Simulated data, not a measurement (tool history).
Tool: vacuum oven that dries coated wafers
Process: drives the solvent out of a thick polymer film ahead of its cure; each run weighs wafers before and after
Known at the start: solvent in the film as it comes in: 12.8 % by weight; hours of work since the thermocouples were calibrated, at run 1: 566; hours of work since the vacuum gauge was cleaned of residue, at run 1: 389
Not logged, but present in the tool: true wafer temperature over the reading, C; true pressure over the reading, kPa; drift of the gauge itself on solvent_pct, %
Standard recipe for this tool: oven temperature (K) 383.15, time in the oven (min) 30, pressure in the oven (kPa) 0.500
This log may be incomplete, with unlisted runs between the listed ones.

run	hour	oven temperature (K)	time in the oven (min)	pressure in the oven (kPa)	hours of work since the thermocouples were calibrated	hours of work since the vacuum gauge was cleaned of residue	solvent left in the film (%)
1	0.0	383.15	30	0.500	566	389	2.01
2	10.2	383.15	30	0.500	571	394	1.99
3	20.3	383.15	30	0.500	576	399	2.06
4	33.8	383.15	30	0.500	583	406	2.00
5	46.2	383.15	30	0.500	590	413	1.98
6	63.7	368.15	30	0.500	599	422	5.47
7	80.8	383.15	30	0.500	608	431	2.02
8	92.1	383.15	30	0.500	614	437	1.97
9	108.8	383.15	30	0.500	623	446	2.02
10	123.5	383.15	30	0.500	631	453	2.04
11	132.1	383.15	30	0.500	635	458	2.01
12	148.8	383.15	30	0.500	644	467	1.97
13	166.1	383.15	30	0.500	653	476	1.99
14	174.4	383.15	30	0.500	657	480	1.98
15	190.7	383.15	30	0.500	666	489	2.01
16	201.4	383.15	30	0.500	672	494	2.03
17	212.5	383.15	30	0.500	677	500	2.04
18	231.4	383.15	30	0.500	687	510	2.00
19	244.5	383.15	30	0.500	694	517	1.94
20	263.3	383.15	21	0.500	704	527	3.16
21	276.6	383.15	21	0.500	711	534	3.16
22	295.5	383.15	25	0.500	721	544	2.54
23	312.6	383.15	25	0.500	730	553	2.56
24	322.3	383.15	30	0.500	735	558	1.98
# hour 325.3: vacuum gauge cleaned of residue and calibrated
25	334.1	383.15	30	0.500	741	5	2.01
26	348.8	383.15	30	0.725	748	12	2.16
27	356.6	383.15	30	0.725	752	16	2.18
28	373.6	383.15	30	0.725	761	25	2.12
29	389.0	383.15	30	0.725	769	33	2.14
30	396.8	383.15	30	0.725	774	38	2.15
31	411.8	383.15	30	0.725	781	45	2.20
# hour 416.8: vacuum gauge cleaned of residue and calibrated, once more
32	429.8	383.15	30	0.725	790	7	1.96
33	445.6	382.15	31	0.306	798	15	1.84
34	455.0	397.15	23	0.500	803	20	0.56
35	472.3	386.15	20	0.725	812	29	2.58
36	490.8	395.15	20	0.393	822	39	1.00
37	508.0	397.15	19	1.361	831	48	1.13
38	517.5	397.15	19	1.361	836	53	1.12
39	527.8	381.15	30	0.500	842	58	2.26
40	545.6	381.15	30	0.500	851	68	2.24
41	563.8	381.15	38	0.282	861	77	1.48
42	583.2	385.15	45	0.500	871	87	0.70

What will run 43 give?
43	597.5	390.15	19	1.625	878	95	?

Run 43 produced solvent left in the film (%) 2.24.
If the tool had no hidden condition, the same run with the same run-to-run variation would have returned solvent left in the film (%) 2.46.
